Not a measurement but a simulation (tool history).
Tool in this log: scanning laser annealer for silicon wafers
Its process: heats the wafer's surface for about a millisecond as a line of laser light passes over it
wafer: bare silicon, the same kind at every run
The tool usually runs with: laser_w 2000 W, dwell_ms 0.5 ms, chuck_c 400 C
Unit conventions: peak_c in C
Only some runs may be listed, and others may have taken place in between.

run 1 day=0 | laser_w=2000 dwell_ms=0.5 chuck_c=400 | peak_c=1200
run 2 day=1.258 | laser_w=2000 dwell_ms=0.586 chuck_c=400 | peak_c=1271
run 3 day=2.996 | laser_w=2000 dwell_ms=0.586 chuck_c=400 | peak_c=1274
run 4 day=5.088 | laser_w=2000 dwell_ms=0.586 chuck_c=400 | peak_c=1271
run 5 day=6.358 | laser_w=2000 dwell_ms=0.5 chuck_c=400 | peak_c=1196
run 6 day=7.688 | laser_w=2000 dwell_ms=0.5 chuck_c=417 | peak_c=1212

Forecast run 7:
run 7 day=9.946 | laser_w=2106 dwell_ms=0.513 chuck_c=375 | peak_c=?

peak_c: 1227 C
Without the tool's hidden state the same run would have given peak_c 1249 C.
